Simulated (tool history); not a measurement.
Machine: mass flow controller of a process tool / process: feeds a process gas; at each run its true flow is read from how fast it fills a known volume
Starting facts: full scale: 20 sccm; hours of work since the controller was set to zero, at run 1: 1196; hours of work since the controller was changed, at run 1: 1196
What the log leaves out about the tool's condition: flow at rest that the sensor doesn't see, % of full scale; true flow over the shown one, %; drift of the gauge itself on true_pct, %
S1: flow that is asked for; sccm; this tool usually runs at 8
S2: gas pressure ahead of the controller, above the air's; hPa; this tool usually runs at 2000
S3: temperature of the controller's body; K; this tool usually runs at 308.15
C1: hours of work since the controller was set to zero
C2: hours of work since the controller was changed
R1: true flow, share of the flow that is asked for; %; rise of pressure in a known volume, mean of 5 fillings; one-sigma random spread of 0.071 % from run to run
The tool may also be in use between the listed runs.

run    hour  S1    S2      S3    C1    C2      R1
  1     0.0   8  2000  308.15  1196  1196   99.76
  2   184.4   8  1710  308.15  1252  1252   99.84
  3   456.3   8  2150  308.15  1336  1336   99.93
  4   631.6   8  2150  308.15  1390  1390   99.88
  5   872.6   8  2150  308.15  1464  1464   99.92
  6  1124.1   8  2150  308.15  1541  1541   99.88
  7  1247.4  13  2000  308.15  1579  1579   99.88
  8  1447.1  13  2000  308.15  1641  1641   99.74
  9  1705.7  13  2000  308.15  1720  1720   99.69
 10  1971.4   8  2000  303.15  1802  1802  100.08
 11  2224.4   8  2000  303.15  1880  1880  100.14
 12  2503.6   8  2490  308.15  1965  1965  100.13
 13  2619.1   8  2000  297.15  2001  2001  100.24
 14  2877.5   8  1420  308.15  2080  2080  100.08
 15  3141.5   9  2130  294.15  2161  2161  100.34
 16  3307.2   5  2500  304.15  2212  2212  100.71
 17  3440.7   3  1570  308.15  2253  2253  101.45
 18  3566.9   2  2090  308.15  2292  2292  102.81
 19  3810.9  15  2010  308.15  2367  2367   99.70
 20  3973.9   8  2350  308.15  2417  2417  100.15
 21  4103.5   8  2000  298.15  2457  2457  100.20
 22  4371.1   8  2220  310.15  2539  2539  100.16
 23  4545.8   4  2620  293.15  2593  2593  101.43
 24  4761.3  10  2250  295.15  2659  2659  100.34
 25  4941.3  10  2250  295.15  2715  2715  100.25
 26  5084.3   8  1530  308.15  2759  2759  100.04
 27  5326.7   8  2170  297.15  2833  2833  100.50

Run by run, hidden condition taken away, random variation retained:
run     R1
  1  99.51
  2  99.57
  3  99.65
  4  99.58
  5  99.60
  6  99.54
  7  99.78
  8  99.63
  9  99.57
 10  99.68
 11  99.72
 12  99.68
 13  99.78
 14  99.60
 15  99.95
 16  99.66
 17  99.39
 18  99.47
 19  99.61
 20  99.59
 21  99.63
 22  99.57
 23  99.77
 24  99.94
 25  99.84
 26  99.40
 27  99.85
